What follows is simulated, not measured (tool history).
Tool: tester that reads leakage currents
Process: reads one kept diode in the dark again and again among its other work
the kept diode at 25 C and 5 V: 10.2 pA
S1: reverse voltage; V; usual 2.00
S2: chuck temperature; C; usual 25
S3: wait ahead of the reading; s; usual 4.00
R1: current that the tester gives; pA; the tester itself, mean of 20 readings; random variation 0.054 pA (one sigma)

{"run": 1, "day": 0.0, "S1": 2.0, "S2": 25, "S3": 4.0, "R1": 7.59}
{"run": 2, "day": 2.833, "S1": 2.0, "S2": 30, "S3": 4.0, "R1": 10.64}
{"run": 3, "day": 4.117, "S1": 2.0, "S2": 30, "S3": 4.0, "R1": 10.59}
{"run": 4, "day": 5.95, "S1": 2.0, "S2": 48, "S3": 4.0, "R1": 34.48}
{"run": 5, "day": 7.833, "S1": 2.0, "S2": 25, "S3": 1.25, "R1": 8.08}
{"run": 6, "day": 9.225, "S1": 2.0, "S2": 25, "S3": 1.25, "R1": 8.12}
{"run": 7, "day": 12.138, "S1": 2.0, "S2": 25, "S3": 1.25, "R1": 8.07}
{"run": 8, "day": 13.9, "S1": 2.0, "S2": 25, "S3": 1.25, "R1": 8.13}
{"run": 9, "day": 16.15, "S1": 2.48, "S2": 25, "S3": 4.0, "R1": 8.95}
{"run": 10, "day": 19.3, "S1": 2.0, "S2": 25, "S3": 4.0, "R1": 7.84}
{"run": 11, "day": 21.421, "S1": 2.0, "S2": 25, "S3": 4.0, "R1": 7.84}
{"run": 12, "day": 23.9, "S1": 2.0, "S2": 42, "S3": 4.0, "R1": 23.34}
{"run": 13, "day": 26.525, "S1": 2.0, "S2": 42, "S3": 4.0, "R1": 23.59}
{"run": 14, "day": 28.038, "S1": 2.0, "S2": 42, "S3": 4.0, "R1": 23.37}
{"run": 15, "day": 30.325, "S1": 2.0, "S2": 42, "S3": 4.0, "R1": 23.45}
{"run": 16, "day": 33.046, "S1": 2.0, "S2": 27, "S3": 4.0, "R1": 9.15}
{"run": 17, "day": 35.038, "S1": 2.0, "S2": 27, "S3": 4.0, "R1": 9.04}
{"run": 18, "day": 37.0, "S1": 2.0, "S2": 27, "S3": 4.0, "R1": 9.18}
{"run": 19, "day": 38.754, "S1": 1.44, "S2": 27, "S3": 4.0, "R1": 7.43}
{"run": 20, "day": 40.471, "S1": 1.44, "S2": 27, "S3": 4.0, "R1": 7.45}
{"run": 21, "day": 41.858, "S1": 2.0, "S2": 44, "S3": 0.5, "R1": 28.25}
{"run": 22, "day": 45.012, "S1": 7.14, "S2": 60, "S3": 3.68, "R1": 146.25}
{"run": 23, "day": 47.808, "S1": 8.46, "S2": 25, "S3": 0.48, "R1": 28.88}
{"run": 24, "day": 49.208, "S1": 11.16, "S2": 21, "S3": 4.0, "R1": 23.83}
{"run": 25, "day": 51.996, "S1": 11.16, "S2": 33, "S3": 4.0, "R1": 40.79}
{"run": 26, "day": 54.942, "S1": 11.16, "S2": 33, "S3": 4.0, "R1": 41.14}
{"day": 56.292, "done": "chuck's temperature calibrated"}
{"run": 27, "day": 56.529, "S1": 11.16, "S2": 33, "S3": 4.0, "R1": 42.17}
{"run": 28, "day": 59.542, "S1": 2.0, "S2": 25, "S3": 4.56, "R1": 8.67}
{"run": 29, "day": 61.188, "S1": 1.99, "S2": 37, "S3": 0.7, "R1": 18.69}
{"run": 30, "day": 63.867, "S1": 3.51, "S2": 22, "S3": 0.7, "R1": 12.84}
{"run": 31, "day": 66.45, "S1": 3.09, "S2": 32, "S3": 1.32, "R1": 17.96}
{"run": 32, "day": 68.433, "S1": 3.04, "S2": 47, "S3": 0.98, "R1": 43.05}
{"run": 33, "day": 70.346, "S1": 1.02, "S2": 47, "S3": 0.98, "R1": 23.1}
{"day": 71.662, "done": "probe card cleaned and baked"}
{"run": 34, "day": 72.946, "S1": 2.18, "S2": 44, "S3": 0.35, "R1": 28.4}
{"run": 35, "day": 75.788, "S1": 16.32, "S2": 37, "S3": 0.7, "R1": 56.56}
{"run": 36, "day": 78.892, "S1": 11.07, "S2": 52, "S3": 0.93, "R1": 111.15}
{"run": 37, "day": 81.121, "S1": 2.0, "S2": 28, "S3": 4.0, "R1": 8.12}
{"run": 38, "day": 84.1, "S1": 2.74, "S2": 25, "S3": 1.37, "R1": 8.4}

Forecast each of these 5 alternatives for the next run:
{"run": "A", "day": 87.0, "S1": 14.0, "S2": 25, "S3": 1.37, "R1": "?"}
{"run": "B", "day": 87.0, "S1": 2.0, "S2": 58, "S3": 4.0, "R1": "?"}
{"run": "C", "day": 87.0, "S1": 10.87, "S2": 25, "S3": 1.37, "R1": "?"}
{"run": "D", "day": 87.0, "S1": 10.65, "S2": 49, "S3": 6.54, "R1": "?"}
{"run": "E", "day": 87.0, "S1": 2.11, "S2": 25, "S3": 4.0, "R1": "?"}

run=A R1=23.99
run=B R1=62.33
run=C R1=20.20
run=D R1=86.51
run=E R1=6.89
Without the tool's hidden state the same runs would have given:
run=A R1=22.17
run=B R1=63.36
run=C R1=18.83
run=D R1=86.73
run=E R1=6.72
